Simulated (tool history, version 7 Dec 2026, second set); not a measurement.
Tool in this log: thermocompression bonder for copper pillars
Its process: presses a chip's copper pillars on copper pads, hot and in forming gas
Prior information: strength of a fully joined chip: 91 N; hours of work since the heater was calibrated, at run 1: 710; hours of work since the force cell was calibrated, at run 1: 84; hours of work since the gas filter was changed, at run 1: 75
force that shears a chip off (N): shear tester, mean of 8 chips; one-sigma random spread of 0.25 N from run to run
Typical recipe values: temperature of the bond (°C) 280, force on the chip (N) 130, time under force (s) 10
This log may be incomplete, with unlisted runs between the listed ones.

run	hour	temperature of the bond (°C)	force on the chip (N)	time under force (s)	hours of work since the heater was calibrated	hours of work since the force cell was calibrated	hours of work since the gas filter was changed	force that shears a chip off (N)
1	0.0	280	130	10	710	84	75	60.2
2	7.4	280	130	10	714	88	80	59.7
3	12.7	280	130	10	717	91	83	60.7
4	18.4	280	130	9	720	95	86	58.6
5	27.2	280	130	5	725	100	91	48.6
6	31.8	280	130	5	728	102	93	49.2
7	40.7	280	130	10	733	107	98	59.9
# hour 43.3: heater calibrated with a thermocouple chip
8	48.7	280	130	10	3	111	102	60.4
9	55.0	295	130	10	7	114	106	68.2
10	59.9	295	130	10	9	117	108	68.0
11	70.9	251	98	6	16	123	115	26.0
12	76.0	255	121	6	19	126	118	35.6
13	83.7	257	121	6	23	131	122	36.5
14	89.4	281	121	14	26	134	125	63.2
15	96.1	281	121	14	30	138	129	62.7
16	107.1	301	171	9	36	144	135	77.7
# hour 111.0: heater calibrated with a thermocouple chip, once more
17	113.7	301	171	9	2	147	138	75.6

Branching from run 17: 4 alternative next runs. What would each branch give?
A	120.5	309	171	9	5	150	142	?
B	120.5	266	171	7	5	150	142	?
C	120.5	290	124	20	5	150	142	?
D	120.5	300	130	10	5	150	142	?

run	force that shears a chip off (N)
A	78.4
B	54.7
C	69.7
D	67.2
With no hidden state in the tool, these same runs would have given:
run	force that shears a chip off (N)
A	82.2
B	57.1
C	72.9
D	70.2
